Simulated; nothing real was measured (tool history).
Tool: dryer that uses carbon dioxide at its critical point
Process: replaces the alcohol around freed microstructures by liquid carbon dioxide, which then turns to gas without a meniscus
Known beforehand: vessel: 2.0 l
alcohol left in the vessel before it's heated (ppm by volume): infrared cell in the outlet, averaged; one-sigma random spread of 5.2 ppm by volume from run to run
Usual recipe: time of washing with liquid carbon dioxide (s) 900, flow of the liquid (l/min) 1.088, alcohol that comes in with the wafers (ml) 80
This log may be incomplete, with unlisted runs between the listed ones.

run,hour,time of washing with liquid carbon dioxide (s),flow of the liquid (l/min),alcohol that comes in with the wafers (ml),alcohol left in the vessel before it's heated (ppm by volume)
1,0.0,900,1.088,80,138
2,12.5,1140,1.088,80,42
3,21.8,1140,1.088,80,47
4,30.8,1140,1.088,80,49
5,44.0,1140,1.088,80,49
6,52.8,1140,1.088,80,50
7,65.2,1140,1.088,80,38
8,77.2,1140,1.088,80,41
9,87.7,1140,1.088,80,45
10,97.8,1140,1.088,80,56
11,105.1,1140,1.088,65,44
12,120.4,900,1.088,85,149
13,134.4,900,1.088,46,99
14,146.9,900,1.088,80,154
15,160.4,900,1.088,80,153
16,178.2,1140,1.088,80,62
17,190.7,1140,1.088,80,59
18,199.4,1140,1.088,80,63
19,211.1,900,1.088,80,168
20,219.1,900,1.040,80,202
21,233.2,900,1.600,80,39
22,246.9,900,1.600,80,35
23,255.8,900,1.550,80,40
24,269.3,900,1.550,80,42
25,285.4,900,1.550,80,30
26,296.8,900,0.700,80,1072
27,309.5,660,1.140,68,462
28,325.0,600,1.790,67,97
29,337.1,600,1.790,67,76
30,353.9,660,1.790,24,44
31,368.1,660,1.790,24,41
32,383.0,900,1.450,24,38
33,392.3,960,1.450,39,46
34,408.1,840,1.040,92,239
35,426.0,840,1.040,92,253
36,438.4,840,0.880,20,138
37,448.3,840,0.880,20,143
38,465.9,840,0.880,20,143
39,479.7,600,0.770,38,1136
40,491.6,840,0.650,80,1468
41,505.2,540,0.710,84,4088
42,515.1,540,1.160,30,359
43,526.7,1140,1.088,65,57
44,536.9,780,0.670,38,794
45,554.7,780,0.830,73,722
46,562.0,1140,0.780,30,112
47,572.4,660,1.620,22,62
48,581.8,660,1.620,22,59

The log once held 1 entry between its listed runs, left out of this copy. Where does each go, and what is different about the tool's unlogged condition between the listed run before it and the listed run after it?
Between runs 28 and 29: inlet filter changed (hour 334.1)
  flow that reaches the vessel past the clogged filter, %: 92.8 -> 99.4; alcohol in the recycled carbon dioxide, ppm: 34.1 -> 34.6
  the result without the hidden state subtracted from the measured one, alcohol left in the vessel before it's heated (ppm by volume): +50 -> +31

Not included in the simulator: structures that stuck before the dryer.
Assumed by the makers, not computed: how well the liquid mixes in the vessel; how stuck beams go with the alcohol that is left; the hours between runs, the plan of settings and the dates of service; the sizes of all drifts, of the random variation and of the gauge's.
